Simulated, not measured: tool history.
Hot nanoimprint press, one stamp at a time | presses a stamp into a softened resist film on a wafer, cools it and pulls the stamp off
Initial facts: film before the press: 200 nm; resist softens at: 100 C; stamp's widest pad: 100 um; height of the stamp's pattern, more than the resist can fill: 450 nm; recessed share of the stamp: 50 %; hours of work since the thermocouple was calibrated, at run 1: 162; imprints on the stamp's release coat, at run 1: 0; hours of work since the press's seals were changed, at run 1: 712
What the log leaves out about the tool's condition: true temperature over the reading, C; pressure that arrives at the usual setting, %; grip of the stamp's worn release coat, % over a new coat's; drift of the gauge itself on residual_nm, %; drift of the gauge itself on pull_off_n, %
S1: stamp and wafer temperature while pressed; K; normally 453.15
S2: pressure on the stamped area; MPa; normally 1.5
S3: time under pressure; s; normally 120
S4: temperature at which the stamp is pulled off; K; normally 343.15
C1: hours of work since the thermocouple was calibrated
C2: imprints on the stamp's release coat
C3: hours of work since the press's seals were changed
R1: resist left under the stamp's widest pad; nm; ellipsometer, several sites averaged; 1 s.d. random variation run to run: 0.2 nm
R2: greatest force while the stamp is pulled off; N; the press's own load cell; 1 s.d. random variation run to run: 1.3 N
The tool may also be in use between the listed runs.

run 1 hour=0 | S1=453.15 S2=1.5 S3=120 S4=343.15 | C1=162 C2=0 C3=712 | R1=109.2 R2=155
run 2 hour=19.8 | S1=453.15 S2=1.5 S3=120 S4=343.15 | C1=177 C2=52 C3=727 | R1=109.5 R2=152
run 3 hour=30 | S1=453.15 S2=1.5 S3=207 S4=343.15 | C1=185 C2=79 C3=735 | R1=90.7 R2=154
run 4 hour=54.2 | S1=453.15 S2=1.5 S3=65 S4=343.15 | C1=204 C2=144 C3=753 | R1=131.1 R2=153
run 5 hour=75 | S1=453.15 S2=1.5 S3=65 S4=343.15 | C1=219 C2=199 C3=769 | R1=131.2 R2=153
run 6 hour=94.4 | S1=453.15 S2=1.5 S3=233 S4=343.15 | C1=234 C2=250 C3=784 | R1=86.5 R2=155
run 7 hour=107.6 | S1=453.15 S2=1.5 S3=233 S4=343.15 | C1=244 C2=285 C3=794 | R1=86.3 R2=153
run 8 hour=119.4 | S1=453.15 S2=1.5 S3=233 S4=343.15 | C1=253 C2=316 C3=803 | R1=86.2 R2=155
run 9 hour=133.6 | S1=453.15 S2=1.5 S3=64 S4=343.15 | C1=264 C2=354 C3=814 | R1=131 R2=156
run 10 hour=144.8 | S1=453.15 S2=1.5 S3=64 S4=343.15 | C1=273 C2=384 C3=823 | R1=131.1 R2=154
run 11 hour=165.5 | S1=453.15 S2=1.5 S3=120 S4=343.15 | C1=289 C2=439 C3=838 | R1=108.4 R2=152
-- hour=174.5 plate thermocouple calibrated
run 12 hour=180.2 | S1=453.15 S2=1.5 S3=120 S4=343.15 | C1=4 C2=470 C3=847 | R1=108.3 R2=154
run 13 hour=198.7 | S1=453.15 S2=1.5 S3=120 S4=343.15 | C1=19 C2=519 C3=861 | R1=108 R2=156
run 14 hour=218.6 | S1=453.15 S2=2.39 S3=120 S4=343.15 | C1=34 C2=571 C3=877 | R1=88.1 R2=155
run 15 hour=230.9 | S1=453.15 S2=1.5 S3=120 S4=343.15 | C1=43 C2=604 C3=886 | R1=108 R2=156
-- hour=238.4 gauge calibrated
run 16 hour=243.1 | S1=453.15 S2=1.78 S3=111 S4=343.15 | C1=52 C2=636 C3=895 | R1=104.9 R2=159
run 17 hour=263.2 | S1=461.15 S2=1.78 S3=113 S4=343.15 | C1=68 C2=690 C3=911 | R1=77.2 R2=154
run 18 hour=280.2 | S1=449.15 S2=1.97 S3=71 S4=333.15 | C1=81 C2=735 C3=924 | R1=131.9 R2=189
run 19 hour=295.7 | S1=449.15 S2=1.28 S3=71 S4=333.15 | C1=93 C2=776 C3=936 | R1=149.5 R2=185
-- hour=307.7 stamp cleaned and given a new release coat
run 20 hour=312.2 | S1=458.15 S2=1.16 S3=120 S4=350.15 | C1=101 C2=12 C3=944 | R1=102.1 R2=132
run 21 hour=327.9 | S1=460.15 S2=1.16 S3=152 S4=350.15 | C1=113 C2=53 C3=956 | R1=87.8 R2=133
-- hour=343.8 press's hydraulic seals changed and the load cell set to zero
run 22 hour=356.5 | S1=460.15 S2=2.03 S3=152 S4=350.15 | C1=128 C2=108 C3=10 | R1=66.6 R2=130
run 23 hour=379.6 | S1=453.15 S2=1.04 S3=120 S4=346.15 | C1=146 C2=169 C3=27 | R1=125.1 R2=145
run 24 hour=391.6 | S1=453.15 S2=0.94 S3=184 S4=346.15 | C1=155 C2=201 C3=36 | R1=114.4 R2=146
run 25 hour=407.6 | S1=453.15 S2=0.94 S3=184 S4=346.15 | C1=167 C2=243 C3=49 | R1=114.4 R2=145
run 26 hour=425 | S1=453.15 S2=0.94 S3=184 S4=346.15 | C1=181 C2=290 C3=62 | R1=113.9 R2=146
run 27 hour=440.1 | S1=447.15 S2=1.45 S3=116 S4=344.15 | C1=192 C2=329 C3=74 | R1=134.3 R2=153
run 28 hour=454.7 | S1=460.15 S2=1.83 S3=149 S4=331.15 | C1=203 C2=368 C3=85 | R1=69.9 R2=190
run 29 hour=478.1 | S1=460.15 S2=1.83 S3=149 S4=331.15 | C1=221 C2=430 C3=103 | R1=69.8 R2=189

4 options for the next run, each taken on its own from the tool as it stands now. Forecast them:
run A hour=490 | S1=446.15 S2=1.38 S3=149 S4=348.15 | C1=230 C2=462 C3=112 | R1=? R2=?
run B hour=490 | S1=453.15 S2=0.97 S3=86 S4=343.15 | C1=230 C2=462 C3=112 | R1=? R2=?
run C hour=490 | S1=447.15 S2=1.25 S3=149 S4=330.15 | C1=230 C2=462 C3=112 | R1=? R2=?
run D hour=490 | S1=451.15 S2=1.65 S3=120 S4=336.15 | C1=230 C2=462 C3=112 | R1=? R2=?

run=A R1=131 R2=140
run=B R1=138.7 R2=153
run=C R1=131.8 R2=194
run=D R1=110.8 R2=176
The same runs, with their run-to-run variation unchanged, on a tool lacking any hidden condition would have given:
run=A R1=133.4 R2=139
run=B R1=141.3 R2=152
run=C R1=134.2 R2=194
run=D R1=112.8 R2=175
